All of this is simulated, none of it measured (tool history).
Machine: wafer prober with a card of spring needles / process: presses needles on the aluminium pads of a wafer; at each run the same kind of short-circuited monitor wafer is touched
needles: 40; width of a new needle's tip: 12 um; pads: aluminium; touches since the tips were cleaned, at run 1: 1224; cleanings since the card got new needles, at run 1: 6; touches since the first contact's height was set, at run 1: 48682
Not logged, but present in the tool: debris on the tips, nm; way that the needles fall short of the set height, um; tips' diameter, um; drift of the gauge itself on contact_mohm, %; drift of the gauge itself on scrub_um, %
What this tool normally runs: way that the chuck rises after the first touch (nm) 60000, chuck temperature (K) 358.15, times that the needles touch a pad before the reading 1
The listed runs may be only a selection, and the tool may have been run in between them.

run,day,way that the chuck rises after the first touch (nm),chuck temperature (K),times that the needles touch a pad before the reading,touches since the tips were cleaned,cleanings since the card got new needles,touches since the first contact's height was set,resistance of one needle with its contact and lead (mohm),way that a needle slides on the pad (nm)
1,0,60000,358.15,1,1224,6,48682,290,14490
# day 0.667: tips cleaned on abrasive film
# day 1.375: tips cleaned on abrasive film
2,1.612,60000,358.15,2,2660,8,66572,296,14430
# day 2.012: tips cleaned on abrasive film
# day 2.688: tips cleaned on abrasive film
3,3.175,60000,358.15,1,5451,10,83903,324,14420
# day 3.412: tips cleaned on abrasive film
# day 4.083: tips cleaned on abrasive film
# day 4.725: tips cleaned on abrasive film
4,4.796,60000,358.15,1,814,13,101825,290,14390
# day 5.425: tips cleaned on abrasive film
# day 6.167: tips cleaned on abrasive film
5,6.475,60000,358.15,1,3450,15,120445,317,14350
# day 6.8: tips cleaned on abrasive film
# day 7.083: height of the first contact set anew
# day 7.567: tips cleaned on abrasive film
6,7.958,60000,358.15,1,4370,17,9715,324,14250
# day 8.208: tips cleaned on abrasive film
# day 8.875: tips cleaned on abrasive film
7,9.275,60000,358.15,1,4451,19,24296,329,14220
# day 9.633: tips cleaned on abrasive film
# day 10.308: tips cleaned on abrasive film
8,10.362,60000,358.15,1,573,21,36307,289,14200
# day 11.029: tips cleaned on abrasive film
9,11.608,60000,358.15,1,6459,22,50170,339,14160
# day 11.692: tips cleaned on abrasive film
# day 12.333: tips cleaned on abrasive film
10,12.829,60000,358.15,1,5518,24,63671,334,14080
# day 12.988: tips cleaned on abrasive film
# day 13.725: tips cleaned on abrasive film
11,13.729,46000,358.15,1,55,26,73612,286,10690
# day 14.362: tips cleaned on abrasive film
12,14.788,46000,358.15,1,4743,27,85352,365,10640
# day 15.075: tips cleaned on abrasive film
# day 15.817: tips cleaned on abrasive film
13,16.067,60000,352.15,1,2774,29,99519,311,14030
# day 16.458: tips cleaned on abrasive film
# day 16.858: height of the first contact set anew, once more
# day 17.2: tips cleaned on abrasive film
14,17.7,50000,358.15,1,5541,31,9318,352,12110
# day 17.888: tips cleaned on abrasive film
15,18.429,50000,358.15,1,6035,32,17423,358,12120
# day 18.588: tips cleaned on abrasive film
# day 19.308: tips cleaned on abrasive film
16,19.742,60000,329.15,1,4839,34,31935,315,14540
# day 20.05: tips cleaned on abrasive film
17,20.521,60000,329.15,1,5269,35,40584,323,14510
# day 20.733: tips cleaned on abrasive film
18,21.262,60000,313.15,1,5897,36,48809,328,14500
# day 21.462: tips cleaned on abrasive film
# day 22.15: tips cleaned on abrasive film
# day 22.838: tips cleaned on abrasive film
19,22.9,74000,324.15,2,688,39,66910,269,17820

5 ways to go on from here, each from the tool as it stands after run 19. What would each give?
# day 23.471: tips cleaned on abrasive film
# day 24.1: tips cleaned on abrasive film
A,24.604,46000,361.15,2,5622,41,85818,?,?
# day 23.471: tips cleaned on abrasive film
# day 24.1: tips cleaned on abrasive film
B,24.604,79000,358.15,1,5622,41,85818,?,?
# day 23.471: tips cleaned on abrasive film
# day 24.1: tips cleaned on abrasive film
C,24.604,60000,332.15,3,5622,41,85818,?,?
# day 23.471: tips cleaned on abrasive film
# day 24.1: tips cleaned on abrasive film
D,24.604,60000,358.15,3,5622,41,85818,?,?
# day 23.471: tips cleaned on abrasive film
# day 24.1: tips cleaned on abrasive film
E,24.604,74000,300.15,2,5622,41,85818,?,?

run,resistance of one needle with its contact and lead (mohm),way that a needle slides on the pad (nm)
A,331,10970
B,313,19060
C,284,14380
D,299,14410
E,277,17800
The same runs, with their run-to-run variation unchanged, on a tool lacking any hidden condition would have given:
run,resistance of one needle with its contact and lead (mohm),way that a needle slides on the pad (nm)
A,279,11170
B,276,19260
C,263,14570
D,278,14610
E,251,18000
